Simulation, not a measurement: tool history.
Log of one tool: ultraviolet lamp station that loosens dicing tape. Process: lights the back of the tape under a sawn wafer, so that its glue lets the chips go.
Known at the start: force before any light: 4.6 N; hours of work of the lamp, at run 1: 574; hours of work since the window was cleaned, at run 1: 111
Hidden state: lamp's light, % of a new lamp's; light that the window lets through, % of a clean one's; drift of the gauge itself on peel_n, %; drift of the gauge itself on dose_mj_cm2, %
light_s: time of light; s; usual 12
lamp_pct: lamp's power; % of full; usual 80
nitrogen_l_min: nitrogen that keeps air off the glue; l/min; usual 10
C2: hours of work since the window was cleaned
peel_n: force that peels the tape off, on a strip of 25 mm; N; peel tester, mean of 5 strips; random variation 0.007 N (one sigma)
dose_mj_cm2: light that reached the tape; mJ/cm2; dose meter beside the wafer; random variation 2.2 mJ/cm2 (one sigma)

{"run": 1, "hour": 0.0, "light_s": 12, "lamp_pct": 80, "nitrogen_l_min": 10, "hours of work of the lamp": 574, "C2": 111, "peel_n": 0.51, "dose_mj_cm2": 137}
{"run": 2, "hour": 26.5, "light_s": 12, "lamp_pct": 80, "nitrogen_l_min": 10, "hours of work of the lamp": 585, "C2": 122, "peel_n": 0.56, "dose_mj_cm2": 136}
{"run": 3, "hour": 64.7, "light_s": 10, "lamp_pct": 80, "nitrogen_l_min": 10, "hours of work of the lamp": 600, "C2": 137, "peel_n": 0.775, "dose_mj_cm2": 114}
{"run": 4, "hour": 96.6, "light_s": 10, "lamp_pct": 80, "nitrogen_l_min": 10, "hours of work of the lamp": 613, "C2": 150, "peel_n": 0.767, "dose_mj_cm2": 114}
{"run": 5, "hour": 121.1, "light_s": 12, "lamp_pct": 76, "nitrogen_l_min": 10, "hours of work of the lamp": 623, "C2": 160, "peel_n": 0.633, "dose_mj_cm2": 123}
{"run": 6, "hour": 153.8, "light_s": 12, "lamp_pct": 76, "nitrogen_l_min": 10, "hours of work of the lamp": 636, "C2": 174, "peel_n": 0.637, "dose_mj_cm2": 125}
{"run": 7, "hour": 175.5, "light_s": 12, "lamp_pct": 76, "nitrogen_l_min": 10, "hours of work of the lamp": 645, "C2": 182, "peel_n": 0.665, "dose_mj_cm2": 122}
{"run": 8, "hour": 213.6, "light_s": 12, "lamp_pct": 76, "nitrogen_l_min": 10, "hours of work of the lamp": 661, "C2": 198, "peel_n": 0.678, "dose_mj_cm2": 119}
{"run": 9, "hour": 242.4, "light_s": 12, "lamp_pct": 76, "nitrogen_l_min": 10, "hours of work of the lamp": 672, "C2": 210, "peel_n": 0.69, "dose_mj_cm2": 119}
{"run": 10, "hour": 280.0, "light_s": 12, "lamp_pct": 76, "nitrogen_l_min": 10, "hours of work of the lamp": 687, "C2": 225, "peel_n": 0.724, "dose_mj_cm2": 117}
{"run": 11, "hour": 303.7, "light_s": 12, "lamp_pct": 76, "nitrogen_l_min": 10, "hours of work of the lamp": 697, "C2": 234, "peel_n": 0.728, "dose_mj_cm2": 117}
{"hour": 330.2, "done": "lamp changed"}
{"run": 12, "hour": 330.4, "light_s": 16, "lamp_pct": 89, "nitrogen_l_min": 4, "hours of work of the lamp": 0, "C2": 245, "peel_n": 0.274, "dose_mj_cm2": 281}
{"run": 13, "hour": 360.4, "light_s": 16, "lamp_pct": 89, "nitrogen_l_min": 4, "hours of work of the lamp": 12, "C2": 257, "peel_n": 0.304, "dose_mj_cm2": 280}
{"run": 14, "hour": 378.5, "light_s": 16, "lamp_pct": 89, "nitrogen_l_min": 4, "hours of work of the lamp": 20, "C2": 264, "peel_n": 0.289, "dose_mj_cm2": 277}
{"run": 15, "hour": 395.0, "light_s": 16, "lamp_pct": 89, "nitrogen_l_min": 4, "hours of work of the lamp": 26, "C2": 271, "peel_n": 0.293, "dose_mj_cm2": 278}
{"run": 16, "hour": 420.5, "light_s": 16, "lamp_pct": 89, "nitrogen_l_min": 4, "hours of work of the lamp": 37, "C2": 282, "peel_n": 0.292, "dose_mj_cm2": 273}

Forecast each of these 3 alternatives for the next run:
{"run": "A", "hour": 454.2, "light_s": 14, "lamp_pct": 91, "nitrogen_l_min": 7, "hours of work of the lamp": 50, "C2": 295, "peel_n": "?", "dose_mj_cm2": "?"}
{"run": "B", "hour": 454.2, "light_s": 11, "lamp_pct": 80, "nitrogen_l_min": 10, "hours of work of the lamp": 50, "C2": 295, "peel_n": "?", "dose_mj_cm2": "?"}
{"run": "C", "hour": 454.2, "light_s": 18, "lamp_pct": 89, "nitrogen_l_min": 14, "hours of work of the lamp": 50, "C2": 295, "peel_n": "?", "dose_mj_cm2": "?"}

run=A peel_n=0.223 dose_mj_cm2=245
run=B peel_n=0.355 dose_mj_cm2=169
run=C peel_n=0.11 dose_mj_cm2=305
Without the tool's hidden state the same runs would have given:
run=A peel_n=0.178 dose_mj_cm2=273
run=B peel_n=0.283 dose_mj_cm2=188
run=C peel_n=0.103 dose_mj_cm2=340
